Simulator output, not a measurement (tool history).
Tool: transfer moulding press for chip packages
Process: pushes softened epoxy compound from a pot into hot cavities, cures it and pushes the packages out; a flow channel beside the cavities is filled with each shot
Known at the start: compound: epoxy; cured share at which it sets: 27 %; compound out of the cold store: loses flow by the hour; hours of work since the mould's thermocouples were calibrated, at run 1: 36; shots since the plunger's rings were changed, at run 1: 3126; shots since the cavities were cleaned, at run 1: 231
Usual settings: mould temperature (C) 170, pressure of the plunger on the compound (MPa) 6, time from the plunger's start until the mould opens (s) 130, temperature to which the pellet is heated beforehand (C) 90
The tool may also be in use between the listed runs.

run    hour  mould temperature (C)  pressure of the plunger on the compound (MPa)  time from the plunger's start until the mould opens (s)  temperature to which the pellet is heated beforehand (C)  hours of work since the mould's thermocouples were calibrated  shots since the plunger's rings were changed  shots since the cavities were cleaned  incoming compound's hours out of the cold store  length that the compound runs in the flow channel (mm)  greatest force on the pins that push the packages out (N)
  1       0                    170                                              6                                                      130                                                        90                                                             36                                          3126                                    231                                             32.5                                                     514                                                        225
  2    39.7                    170                                              6                                                      130                                                        90                                                             54                                          3389                                    494                                             32.6                                                     519                                                        240
  3    71.4                    170                                              6                                                      130                                                        90                                                             68                                          3598                                    703                                             26.2                                                     531                                                        256
  4   103.6                    170                                           5.23                                                      130                                                        90                                                             83                                          3810                                    915                                             18.8                                                     507                                                        257
      123.4  -- plunger's sealing rings changed
        146  -- cavities cleaned with cleaning compound and waxed
  5   154.5                    167                                           5.23                                                      130                                                        90                                                            104                                           196                                     57                                             33.6                                                     498                                                        203
  6   190.7                    167                                           5.23                                                      130                                                        90                                                            120                                           435                                    296                                             25.9                                                     524                                                        261
  7   235.1                    170                                              6                                                      130                                                        90                                                            140                                           729                                    590                                             23.9                                                     557                                                        241
  8   268.2                    170                                              6                                                      118                                                        90                                                            155                                           947                                    808                                             37.4                                                     514                                                        272
  9     293                    170                                              6                                                      122                                                        90                                                            167                                          1111                                    972                                             32.5                                                     527                                                        270
      323.4  -- cavities cleaned with cleaning compound and waxed
 10   323.4                    170                                           5.54                                                      130                                                        90                                                            180                                          1302                                      0                                             24.5                                                     527                                                        197
 11   359.3                    177                                              6                                                      130                                                        90                                                            196                                          1539                                    237                                              8.4                                                     578                                                        223
 12   407.2                    177                                              6                                                      130                                                        90                                                            218                                          1856                                    554                                             27.2                                                     526                                                        254
 13   439.4                    170                                              6                                                      130                                                        90                                                            232                                          2068                                    766                                             18.4                                                     560                                                        258
 14   469.6                    170                                              6                                                      130                                                        90                                                            246                                          2268                                    966                                               24                                                     549                                                        271
      500.7  -- cavities cleaned with cleaning compound and waxed
 15   506.8                    176                                              6                                                      130                                                        84                                                            262                                          2504                                     40                                             15.1                                                     555                                                        181
 16   551.4                    165                                           6.93                                                      130                                                        84                                                            282                                          2799                                    335                                             38.4                                                     553                                                        268
 17   588.6                    172                                           5.24                                                      130                                                        90                                                            299                                          3045                                    581                                             36.7                                                     468                                                        243
 18   632.6                    170                                           5.93                                                      130                                                        86                                                            319                                          3336                                    872                                             17.6                                                     556                                                        270
 19   667.8                    171                                              6                                                      140                                                        97                                                            335                                          3568                                   1104                                             40.8                                                     490                                                        250
      677.9  -- cavities cleaned with cleaning compound and waxed
 20   711.1                    171                                              6                                                      137                                                        99                                                            354                                          3844                                    219                                             40.5                                                     496                                                        223
      725.1  -- plunger's sealing rings changed
 21   752.9                    171                                           4.94                                                      168                                                        85                                                            372                                           183                                    479                                             22.8                                                     508                                                        222
 22   787.6                    170                                           7.43                                                      130                                                        90                                                            387                                           413                                    709                                             39.1                                                     582                                                        259
 23   820.2                    170                                           7.42                                                      130                                                        96                                                            402                                           628                                    924                                             24.6                                                     621                                                        252
      857.7  -- cavities cleaned with cleaning compound and waxed
 24   871.5                    170                                           7.42                                                      151                                                        97                                                            425                                           957                                     91                                             33.8                                                     586                                                        184
 25   903.1                    163                                           7.42                                                      160                                                        99                                                            439                                          1166                                    300                                             43.6                                                     571                                                        232
 26   953.1                    170                                           6.51                                                      161                                                        90                                                            462                                          1497                                    631                                             41.7                                                     525                                                        257
 27   992.9                    168                                           5.08                                                      130                                                        90                                                            480                                          1760                                    894                                             17.6                                                     522                                                        280
 28  1015.5                    170                                              6                                                      132                                                        96                                                            490                                          1909                                   1043                                             31.6                                                     528                                                        269

3 ways to go on from here, each from the tool as it stands after run 28. What would each give?
     1035.8  -- cavities cleaned with cleaning compound and waxed
  A  1042.7                    170                                              6                                                      150                                                        90                                                            502                                          2079                                     46                                             35.7                                                       ?                                                          ?
     1035.8  -- cavities cleaned with cleaning compound and waxed
  B  1042.7                    171                                              6                                                      111                                                        90                                                            502                                          2079                                     46                                             26.6                                                       ?                                                          ?
     1035.8  -- cavities cleaned with cleaning compound and waxed
  C  1042.7                    170                                           5.98                                                      157                                                        84                                                            502                                          2079                                     46                                             34.4                                                       ?                                                          ?

run  length that the compound runs in the flow channel (mm)  greatest force on the pins that push the packages out (N)
  A                                                     516                                                        186
  B                                                     539                                                        211
  C                                                     520                                                        179
Without the tool's hidden state the same runs would have given:
run  length that the compound runs in the flow channel (mm)  greatest force on the pins that push the packages out (N)
  A                                                     529                                                        174
  B                                                     553                                                        194
  C                                                     533                                                        168
